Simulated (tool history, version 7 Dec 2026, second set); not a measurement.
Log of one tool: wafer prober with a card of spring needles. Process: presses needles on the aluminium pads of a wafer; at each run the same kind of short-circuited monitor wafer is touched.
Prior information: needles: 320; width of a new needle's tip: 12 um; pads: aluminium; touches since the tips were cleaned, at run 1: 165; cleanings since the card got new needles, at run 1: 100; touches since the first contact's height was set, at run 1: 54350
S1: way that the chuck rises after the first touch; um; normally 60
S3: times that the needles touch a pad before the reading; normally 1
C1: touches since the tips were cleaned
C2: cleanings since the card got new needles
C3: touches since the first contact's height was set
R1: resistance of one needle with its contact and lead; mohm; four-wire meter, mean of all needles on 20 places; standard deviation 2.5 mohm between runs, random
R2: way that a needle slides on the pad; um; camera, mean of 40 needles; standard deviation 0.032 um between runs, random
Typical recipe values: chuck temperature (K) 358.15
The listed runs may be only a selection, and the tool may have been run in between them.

Run 1, hour 0.0: usual settings; C1 165; C2 100; C3 54350. Result: R1 290 mohm, R2 15.44 um.
At hour 11.1: tips cleaned on abrasive film.
Run 2, hour 15.1: usual settings; C1 3041; C2 101; C3 65804. Result: R1 327 mohm, R2 15.48 um.
At hour 20.5: tips cleaned on abrasive film.
At hour 29.9: tips cleaned on abrasive film.
At hour 38.3: height of the first contact set anew.
At hour 40.2: tips cleaned on abrasive film.
Run 3, hour 41.4: usual settings; C1 926; C2 104; C3 2352. Result: R1 301 mohm, R2 15.71 um.
At hour 49.7: tips cleaned on abrasive film.
Run 4, hour 54.5: usual settings; C1 3665; C2 105; C3 12255. Result: R1 331 mohm, R2 15.60 um.
At hour 60.3: tips cleaned on abrasive film.
At hour 69.6: tips cleaned on abrasive film.
At hour 79.0: tips cleaned on abrasive film.
Run 5, hour 80.4: usual settings; C1 1040; C2 108; C3 31808. Result: R1 304 mohm, R2 15.54 um.
At hour 88.3: tips cleaned on abrasive film.
At hour 97.9: tips cleaned on abrasive film.
Run 6, hour 101.5: usual settings; C1 2747; C2 110; C3 47812. Result: R1 322 mohm, R2 15.49 um.
At hour 108.2: tips cleaned on abrasive film.
Run 7, hour 112.7: usual settings; C1 3502; C2 111; C3 56302. Result: R1 326 mohm, R2 15.44 um.
At hour 117.8: tips cleaned on abrasive film.
At hour 128.6: tips cleaned on abrasive film.
Run 8, hour 133.4: usual settings; C1 3644; C2 113; C3 71888. Result: R1 333 mohm, R2 15.36 um.
At hour 138.9: tips cleaned on abrasive film.
At hour 147.6: height of the first contact set anew.
At hour 148.9: tips cleaned on abrasive film.
Run 9, hour 154.6: usual settings but S3 2; C1 4354; C2 115; C3 5276. Result: R1 314 mohm, R2 15.64 um.
At hour 159.5: tips cleaned on abrasive film.
Run 10, hour 168.0: usual settings but S3 2; C1 6521; C2 116; C3 15478. Result: R1 324 mohm, R2 15.50 um.
At hour 169.3: tips cleaned on abrasive film.
At hour 178.6: tips cleaned on abrasive film.
Run 11, hour 181.5: usual settings; C1 2178; C2 118; C3 25613. Result: R1 321 mohm, R2 15.50 um.
At hour 189.0: tips cleaned on abrasive film.
At hour 199.2: tips cleaned on abrasive film.
At hour 209.2: tips cleaned on abrasive film.
Run 12, hour 209.2: usual settings but S3 2; C1 0; C2 121; C3 46575. Result: R1 284 mohm, R2 15.39 um.
At hour 219.4: tips cleaned on abrasive film.
Run 13, hour 221.4: usual settings; C1 1549; C2 122; C3 55788. Result: R1 313 mohm, R2 15.43 um.
At hour 228.8: tips cleaned on abrasive film.
At hour 238.7: tips cleaned on abrasive film.
Run 14, hour 240.7: usual settings; C1 1587; C2 124; C3 70406. Result: R1 316 mohm, R2 15.29 um.
At hour 248.9: tips cleaned on abrasive film.
Run 15, hour 254.5: usual settings but S1 63 um; C1 4249; C2 125; C3 80843. Result: R1 334 mohm, R2 16.18 um.
At hour 258.2: tips cleaned on abrasive film.
At hour 258.5: height of the first contact set anew.
At hour 267.8: tips cleaned on abrasive film.
Run 16, hour 272.0: usual settings but S1 54 um, chuck temperature (K) 299.15, S3 3; C1 3191; C2 127; C3 10208. Result: R1 293 mohm, R2 14.06 um.
At hour 277.7: tips cleaned on abrasive film.
At hour 289.1: tips cleaned on abrasive film.
Run 17, hour 289.8: usual settings but chuck temperature (K) 378.15, S3 2; C1 538; C2 129; C3 23671. Result: R1 300 mohm, R2 15.56 um.
At hour 299.5: tips cleaned on abrasive film.
At hour 310.1: tips cleaned on abrasive film.
Run 18, hour 312.6: usual settings but S1 47 um, chuck temperature (K) 378.15, S3 3; C1 1927; C2 131; C3 40972. Result: R1 312 mohm, R2 12.14 um.
At hour 321.3: tips cleaned on abrasive film.
At hour 332.0: tips cleaned on abrasive film.
Run 19, hour 336.3: usual settings but S1 76 um; C1 3283; C2 133; C3 58884. Result: R1 313 mohm, R2 19.69 um.
At hour 342.4: tips cleaned on abrasive film.
At hour 353.2: tips cleaned on abrasive film.
Run 20, hour 355.1: usual settings but S1 44 um, chuck temperature (K) 375.15, S3 2; C1 1439; C2 135; C3 73086. Result: R1 326 mohm, R2 11.27 um.
At hour 362.6: tips cleaned on abrasive film.
At hour 368.3: height of the first contact set anew.
At hour 372.4: tips cleaned on abrasive film.
Run 21, hour 374.0: usual settings but S1 41 um, chuck temperature (K) 375.15, S3 2; C1 1216; C2 137; C3 4293. Result: R1 323 mohm, R2 10.70 um.
At hour 382.0: tips cleaned on abrasive film.
At hour 393.3: tips cleaned on abrasive film.
Run 22, hour 396.5: usual settings but S1 41 um, chuck temperature (K) 375.15, S3 2; C1 2439; C2 139; C3 21343. Result: R1 341 mohm, R2 10.63 um.
At hour 403.3: tips cleaned on abrasive film.
At hour 413.1: tips cleaned on abrasive film.
Run 23, hour 415.6: usual settings but S1 41 um, chuck temperature (K) 307.15, S3 3; C1 1930; C2 141; C3 35777. Result: R1 300 mohm, R2 10.61 um.
At hour 423.7: tips cleaned on abrasive film.
Run 24, hour 428.8: usual settings but S1 41 um, chuck temperature (K) 307.15, S3 3; C1 3900; C2 142; C3 45789. Result: R1 319 mohm, R2 10.52 um.
At hour 434.2: tips cleaned on abrasive film.
At hour 444.1: tips cleaned on abrasive film.
Run 25, hour 446.2: usual settings but S1 41 um, chuck temperature (K) 307.15, S3 3; C1 1590; C2 144; C3 58932. Result: R1 302 mohm, R2 10.50 um.
At hour 453.7: tips cleaned on abrasive film.
Run 26, hour 458.2: usual settings but S1 41 um, chuck temperature (K) 307.15, S3 3; C1 3446; C2 145; C3 68034. Result: R1 315 mohm, R2 10.47 um.
At hour 463.4: tips cleaned on abrasive film.
At hour 473.9: tips cleaned on abrasive film.
At hour 478.1: height of the first contact set anew.
At hour 485.0: tips cleaned on abrasive film.
Run 27, hour 485.7: usual settings but chuck temperature (K) 347.15; C1 573; C2 148; C3 5727. Result: R1 299 mohm, R2 15.61 um.
At hour 495.1: tips cleaned on abrasive film.
At hour 505.3: tips cleaned on abrasive film.
Run 28, hour 505.3: usual settings but S1 73 um, chuck temperature (K) 305.15, S3 2; C1 0; C2 150; C3 20554. Result: R1 266 mohm, R2 18.95 um.
At hour 515.1: tips cleaned on abrasive film.
Run 29, hour 521.1: usual settings but S1 54 um, chuck temperature (K) 320.15, S3 2; C1 4595; C2 151; C3 32540. Result: R1 319 mohm, R2 14.00 um.

Branching from run 29: 4 alternative next runs. What would each branch give?
At hour 525.1: tips cleaned on abrasive film.
At hour 535.6: tips cleaned on abrasive film.
Run A, hour 540.0: usual settings but S1 78 um, chuck temperature (K) 382.15; C1 3321; C2 153; C3 46795. Result: R1 ?, R2 ?.
At hour 525.1: tips cleaned on abrasive film.
At hour 535.6: tips cleaned on abrasive film.
Run B, hour 540.0: usual settings but chuck temperature (K) 316.15; C1 3321; C2 153; C3 46795. Result: R1 ?, R2 ?.
At hour 525.1: tips cleaned on abrasive film.
At hour 535.6: tips cleaned on abrasive film.
Run C, hour 540.0: usual settings but S1 54 um, chuck temperature (K) 299.15, S3 2; C1 3321; C2 153; C3 46795. Result: R1 ?, R2 ?.
At hour 525.1: tips cleaned on abrasive film.
At hour 535.6: tips cleaned on abrasive film.
Run D, hour 540.0: usual settings but S1 71 um, chuck temperature (K) 342.15, S3 2; C1 3321; C2 153; C3 46795. Result: R1 ?, R2 ?.

run   R1     R2
  A  323  20.17
  B  330  15.52
  C  311  13.88
  D  299  18.40
With the hidden condition removed and each run's random variation left untouched, the same runs would have given:
run   R1     R2
  A  286  20.33
  B  267  15.67
  C  264  14.03
  D  271  18.55

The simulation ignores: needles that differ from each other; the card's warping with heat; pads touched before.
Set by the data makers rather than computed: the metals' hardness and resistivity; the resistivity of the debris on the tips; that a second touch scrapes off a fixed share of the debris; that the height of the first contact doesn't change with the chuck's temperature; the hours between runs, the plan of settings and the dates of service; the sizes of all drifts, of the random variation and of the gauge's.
